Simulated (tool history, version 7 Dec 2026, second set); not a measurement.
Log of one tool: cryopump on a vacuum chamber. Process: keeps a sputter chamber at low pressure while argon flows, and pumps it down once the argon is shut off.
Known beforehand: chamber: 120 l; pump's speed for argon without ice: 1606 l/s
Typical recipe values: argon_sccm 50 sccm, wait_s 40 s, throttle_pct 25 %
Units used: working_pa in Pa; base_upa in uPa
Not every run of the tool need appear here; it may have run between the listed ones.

run	day	argon_sccm	wait_s	throttle_pct	working_pa	base_upa
1	0	50	40	25	0.2139	2.34
2	2.042	50	40	25	0.2133	2.4
3	4.8	42	40	25	0.1799	2.38
4	7.138	42	40	25	0.1797	2.44
5	10.125	42	40	25	0.1816	2.48
6	12.121	42	40	25	0.1806	2.55
7	13.354	50	25	25	0.2155	3.45
8	15.875	50	25	25	0.2149	3.67
9	18.167	50	40	25	0.2181	2.64
10	21.108	50	40	25	0.2185	2.63
11	23.825	50	40	25	0.218	2.62
12	25.175	50	40	25	0.2185	2.57
13	27.908	50	40	25	0.2206	2.7
14	30.767	34	40	25	0.144	2.61
15	33.338	34	40	25	0.1448	2.58
16	35.742	34	40	25	0.1457	2.65
17	38.338	34	40	25	0.1431	2.59
18	40.212	92	40	16	0.6074	2.62
19	42.462	22	152	16	0.1467	1.39
20	44.446	22	23	21	0.1109	4
21	46.383	71	40	15	0.5068	2.83
22	49.429	71	40	15	0.5043	2.69
23	51.262	71	40	15	0.5061	2.81
24	53.292	71	40	15	0.5089	2.92
25	54.954	26	105	16	0.1744	1.84
26	57.729	59	29	35	0.1844	3.57
27	59.733	22	40	45	0.0543	2.95
28	61.071	22	40	45	0.0548	2.95
29	63.062	32	117	45	0.0799	1.92
30	64.867	32	117	45	0.0793	1.9
31	66.946	32	117	45	0.0801	1.89
32	68.488	32	117	45	0.0804	1.93
33	70.658	56	218	19	0.3121	1.52

Withheld: 2 entries from between the runs. Position of each, and hidden state at the listed run before versus the listed run after:
In the gap between runs 13 and 14: pump warmed up, emptied and cooled again (day 28.7)
  pump's speed, % of a pump's without ice: 87.2 -> 99.3; cold plate's temperature, K: 12.56 -> 12.57; leak into the chamber, uPa l/s: 1318 -> 1357
  measured value less the no-hidden-state value, working_pa: +0.0084 -> +0.0006 Pa; base_upa: +0.77 -> +0.68 uPa
In the gap between runs 32 and 33: pump warmed up, emptied and cooled again (day 69.742)
  pump's speed, % of a pump's without ice: 87.6 -> 98.8; leak into the chamber, uPa l/s: 1870 -> 1895
  measured value less the no-hidden-state value, working_pa: +0.0053 -> +0.0016 Pa; base_upa: +1.16 -> +1.02 uPa
